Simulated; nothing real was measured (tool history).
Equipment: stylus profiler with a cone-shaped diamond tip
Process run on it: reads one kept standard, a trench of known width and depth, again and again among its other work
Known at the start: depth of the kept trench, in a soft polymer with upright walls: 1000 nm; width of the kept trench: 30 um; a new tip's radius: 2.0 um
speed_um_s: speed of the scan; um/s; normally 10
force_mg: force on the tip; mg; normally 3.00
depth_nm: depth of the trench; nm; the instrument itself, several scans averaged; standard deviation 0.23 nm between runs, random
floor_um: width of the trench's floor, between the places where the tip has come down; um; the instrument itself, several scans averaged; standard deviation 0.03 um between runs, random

{"run": 1, "hour": 0.0, "speed_um_s": 10, "force_mg": 3.0, "depth_nm": 1011.12, "floor_um": 26.03}
{"run": 2, "hour": 33.3, "speed_um_s": 10, "force_mg": 3.0, "depth_nm": 1011.45, "floor_um": 25.99}
{"run": 3, "hour": 61.8, "speed_um_s": 10, "force_mg": 3.0, "depth_nm": 1011.26, "floor_um": 26.01}
{"run": 4, "hour": 91.0, "speed_um_s": 10, "force_mg": 3.0, "depth_nm": 1011.15, "floor_um": 25.94}
{"run": 5, "hour": 123.4, "speed_um_s": 10, "force_mg": 3.0, "depth_nm": 1010.94, "floor_um": 25.91}
{"run": 6, "hour": 156.5, "speed_um_s": 7, "force_mg": 3.0, "depth_nm": 1011.16, "floor_um": 25.87}
{"run": 7, "hour": 187.0, "speed_um_s": 7, "force_mg": 3.0, "depth_nm": 1011.14, "floor_um": 25.86}
{"run": 8, "hour": 218.3, "speed_um_s": 7, "force_mg": 3.0, "depth_nm": 1011.56, "floor_um": 25.83}
{"run": 9, "hour": 241.8, "speed_um_s": 7, "force_mg": 3.0, "depth_nm": 1011.02, "floor_um": 25.77}
{"run": 10, "hour": 280.4, "speed_um_s": 7, "force_mg": 3.0, "depth_nm": 1011.18, "floor_um": 25.79}
{"run": 11, "hour": 318.8, "speed_um_s": 10, "force_mg": 3.0, "depth_nm": 1011.23, "floor_um": 25.68}
{"run": 12, "hour": 350.1, "speed_um_s": 21, "force_mg": 3.0, "depth_nm": 1011.68, "floor_um": 25.63}
{"run": 13, "hour": 384.9, "speed_um_s": 21, "force_mg": 3.0, "depth_nm": 1011.54, "floor_um": 25.62}
{"run": 14, "hour": 409.0, "speed_um_s": 10, "force_mg": 2.56, "depth_nm": 1010.94, "floor_um": 25.61}
{"run": 15, "hour": 430.4, "speed_um_s": 10, "force_mg": 2.56, "depth_nm": 1010.48, "floor_um": 25.62}
{"run": 16, "hour": 467.8, "speed_um_s": 10, "force_mg": 2.56, "depth_nm": 1010.86, "floor_um": 25.59}
{"run": 17, "hour": 496.2, "speed_um_s": 10, "force_mg": 2.56, "depth_nm": 1010.66, "floor_um": 25.58}
{"run": 18, "hour": 515.3, "speed_um_s": 10, "force_mg": 2.56, "depth_nm": 1010.97, "floor_um": 25.54}
{"hour": 517.4, "done": "height scale calibrated on a step standard"}
{"run": 19, "hour": 550.1, "speed_um_s": 4, "force_mg": 1.13, "depth_nm": 1006.76, "floor_um": 25.52}
{"run": 20, "hour": 571.1, "speed_um_s": 4, "force_mg": 1.13, "depth_nm": 1007.37, "floor_um": 25.51}
{"run": 21, "hour": 587.6, "speed_um_s": 4, "force_mg": 1.13, "depth_nm": 1007.02, "floor_um": 25.45}
{"hour": 599.7, "done": "height scale calibrated on a step standard, once more"}
{"run": 22, "hour": 605.1, "speed_um_s": 17, "force_mg": 1.48, "depth_nm": 1005.65, "floor_um": 25.38}
{"run": 23, "hour": 626.8, "speed_um_s": 17, "force_mg": 1.48, "depth_nm": 1005.88, "floor_um": 25.41}
{"run": 24, "hour": 646.2, "speed_um_s": 17, "force_mg": 1.48, "depth_nm": 1006.06, "floor_um": 25.33}
{"run": 25, "hour": 679.0, "speed_um_s": 3, "force_mg": 3.3, "depth_nm": 1010.89, "floor_um": 25.39}
{"run": 26, "hour": 708.4, "speed_um_s": 20, "force_mg": 5.81, "depth_nm": 1016.1, "floor_um": 25.35}
{"run": 27, "hour": 744.5, "speed_um_s": 7, "force_mg": 2.33, "depth_nm": 1008.87, "floor_um": 25.38}
{"run": 28, "hour": 784.2, "speed_um_s": 16, "force_mg": 2.92, "depth_nm": 1010.26, "floor_um": 25.24}
{"run": 29, "hour": 821.1, "speed_um_s": 16, "force_mg": 4.02, "depth_nm": 1013.03, "floor_um": 25.22}
{"run": 30, "hour": 843.5, "speed_um_s": 16, "force_mg": 4.02, "depth_nm": 1012.76, "floor_um": 25.28}
{"run": 31, "hour": 863.4, "speed_um_s": 10, "force_mg": 4.84, "depth_nm": 1014.45, "floor_um": 25.23}
{"run": 32, "hour": 885.8, "speed_um_s": 10, "force_mg": 2.64, "depth_nm": 1009.8, "floor_um": 25.24}
{"run": 33, "hour": 909.9, "speed_um_s": 10, "force_mg": 2.64, "depth_nm": 1009.73, "floor_um": 25.22}
{"run": 34, "hour": 934.8, "speed_um_s": 20, "force_mg": 1.57, "depth_nm": 1006.65, "floor_um": 25.09}
{"run": 35, "hour": 965.7, "speed_um_s": 20, "force_mg": 1.57, "depth_nm": 1006.8, "floor_um": 25.07}

Each run again, without the hidden state but with its own random variation kept:
Hidden state present: radius of the tip, um; height scale over the true one, %; drift of the gauge itself on depth_nm, %; drift of the gauge itself on floor_um, %.
run=1 depth_nm=1010.65 floor_um=26.48
run=2 depth_nm=1010.92 floor_um=26.47
run=3 depth_nm=1010.68 floor_um=26.52
run=4 depth_nm=1010.52 floor_um=26.49
run=5 depth_nm=1010.25 floor_um=26.49
run=6 depth_nm=1010.42 floor_um=26.49
run=7 depth_nm=1010.36 floor_um=26.51
run=8 depth_nm=1010.73 floor_um=26.51
run=9 depth_nm=1010.14 floor_um=26.48
run=10 depth_nm=1010.24 floor_um=26.53
run=11 depth_nm=1010.23 floor_um=26.46
run=12 depth_nm=1010.63 floor_um=26.44
run=13 depth_nm=1010.44 floor_um=26.46
run=14 depth_nm=1009.80 floor_um=26.48
run=15 depth_nm=1009.31 floor_um=26.51
run=16 depth_nm=1009.64 floor_um=26.51
run=17 depth_nm=1009.39 floor_um=26.53
run=18 depth_nm=1009.67 floor_um=26.51
run=19 depth_nm=1005.27 floor_um=26.52
run=20 depth_nm=1005.84 floor_um=26.53
run=21 depth_nm=1005.46 floor_um=26.48
run=22 depth_nm=1006.19 floor_um=26.43
run=23 depth_nm=1006.38 floor_um=26.48
run=24 depth_nm=1006.53 floor_um=26.42
run=25 depth_nm=1011.31 floor_um=26.51
run=26 depth_nm=1016.48 floor_um=26.50
run=27 depth_nm=1009.18 floor_um=26.56
run=28 depth_nm=1010.50 floor_um=26.45
run=29 depth_nm=1013.22 floor_um=26.46
run=30 depth_nm=1012.91 floor_um=26.54
run=31 depth_nm=1014.57 floor_um=26.51
run=32 depth_nm=1009.88 floor_um=26.54
run=33 depth_nm=1009.77 floor_um=26.55
run=34 depth_nm=1006.65 floor_um=26.44
run=35 depth_nm=1006.75 floor_um=26.44
